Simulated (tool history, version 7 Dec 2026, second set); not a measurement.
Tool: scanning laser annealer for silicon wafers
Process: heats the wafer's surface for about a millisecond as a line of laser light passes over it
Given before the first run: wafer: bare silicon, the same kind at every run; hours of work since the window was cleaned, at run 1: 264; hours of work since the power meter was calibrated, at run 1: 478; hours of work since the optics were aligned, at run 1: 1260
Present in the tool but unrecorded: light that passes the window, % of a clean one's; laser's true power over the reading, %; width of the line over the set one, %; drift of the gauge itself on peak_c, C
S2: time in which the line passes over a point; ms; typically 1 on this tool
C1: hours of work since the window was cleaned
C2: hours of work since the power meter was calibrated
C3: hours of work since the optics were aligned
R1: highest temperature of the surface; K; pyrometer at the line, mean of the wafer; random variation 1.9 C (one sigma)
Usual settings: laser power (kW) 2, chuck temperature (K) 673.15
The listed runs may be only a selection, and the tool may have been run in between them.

run 1 hour=0 | laser_power_(kW)=2 S2=1 chuck_temperature_(K)=673.15 | C1=264 C2=478 C3=1260 | R1=1369.15
run 2 hour=49.3 | laser_power_(kW)=2 S2=1 chuck_temperature_(K)=673.15 | C1=295 C2=509 C3=1291 | R1=1366.15
run 3 hour=126.3 | laser_power_(kW)=2 S2=1 chuck_temperature_(K)=673.15 | C1=344 C2=558 C3=1340 | R1=1367.15
run 4 hour=185.7 | laser_power_(kW)=2 S2=1 chuck_temperature_(K)=705.15 | C1=381 C2=595 C3=1377 | R1=1392.15
run 5 hour=261.1 | laser_power_(kW)=2 S2=1 chuck_temperature_(K)=700.15 | C1=429 C2=643 C3=1425 | R1=1384.15
-- hour=276.4 window over the wafer cleaned
run 6 hour=310 | laser_power_(kW)=2 S2=1 chuck_temperature_(K)=700.15 | C1=21 C2=673 C3=1455 | R1=1418.15
-- hour=327.8 optics aligned, line set to its width
run 7 hour=385.5 | laser_power_(kW)=2 S2=1 chuck_temperature_(K)=700.15 | C1=66 C2=717 C3=36 | R1=1429.15
run 8 hour=462.1 | laser_power_(kW)=2 S2=1 chuck_temperature_(K)=700.15 | C1=114 C2=765 C3=85 | R1=1422.15
run 9 hour=529.4 | laser_power_(kW)=2.132 S2=1 chuck_temperature_(K)=673.15 | C1=157 C2=808 C3=127 | R1=1442.15
run 10 hour=579.9 | laser_power_(kW)=2.132 S2=1 chuck_temperature_(K)=711.15 | C1=189 C2=840 C3=159 | R1=1477.15
run 11 hour=633.4 | laser_power_(kW)=1.885 S2=0.83 chuck_temperature_(K)=673.15 | C1=222 C2=874 C3=193 | R1=1291.15
run 12 hour=666.7 | laser_power_(kW)=1.885 S2=1.01 chuck_temperature_(K)=683.15 | C1=243 C2=895 C3=214 | R1=1360.15
run 13 hour=709.6 | laser_power_(kW)=1.885 S2=1.01 chuck_temperature_(K)=683.15 | C1=270 C2=922 C3=241 | R1=1356.15
run 14 hour=776.4 | laser_power_(kW)=1.885 S2=1.01 chuck_temperature_(K)=683.15 | C1=313 C2=964 C3=283 | R1=1355.15
run 15 hour=832.1 | laser_power_(kW)=2.072 S2=1.01 chuck_temperature_(K)=662.15 | C1=348 C2=999 C3=319 | R1=1395.15
run 16 hour=901.5 | laser_power_(kW)=2.092 S2=1 chuck_temperature_(K)=656.15 | C1=392 C2=1043 C3=362 | R1=1387.15
run 17 hour=948.5 | laser_power_(kW)=2.092 S2=0.81 chuck_temperature_(K)=637.15 | C1=421 C2=1073 C3=392 | R1=1300.15
-- hour=976.5 window over the wafer cleaned
run 18 hour=1015.3 | laser_power_(kW)=1.861 S2=0.93 chuck_temperature_(K)=637.15 | C1=25 C2=1114 C3=433 | R1=1294.15

Forecast each of these 5 alternatives for the next run:
run A hour=1061.4 | laser_power_(kW)=1.861 S2=0.97 chuck_temperature_(K)=637.15 | C1=54 C2=1143 C3=462 | R1=?
run B hour=1061.4 | laser_power_(kW)=1.883 S2=1.08 chuck_temperature_(K)=655.15 | C1=54 C2=1143 C3=462 | R1=?
run C hour=1061.4 | laser_power_(kW)=2.023 S2=1 chuck_temperature_(K)=673.15 | C1=54 C2=1143 C3=462 | R1=?
run D hour=1061.4 | laser_power_(kW)=2.176 S2=1.03 chuck_temperature_(K)=655.15 | C1=54 C2=1143 C3=462 | R1=?
run E hour=1061.4 | laser_power_(kW)=1.985 S2=1.18 chuck_temperature_(K)=673.15 | C1=54 C2=1143 C3=462 | R1=?

run=A R1=1304.15
run=B R1=1364.15
run=C R1=1408.15
run=D R1=1455.15
run=E R1=1452.15
Had the tool no hidden state, the same runs would have come out as:
run=A R1=1310.15
run=B R1=1371.15
run=C R1=1415.15
run=D R1=1462.15
run=E R1=1459.15
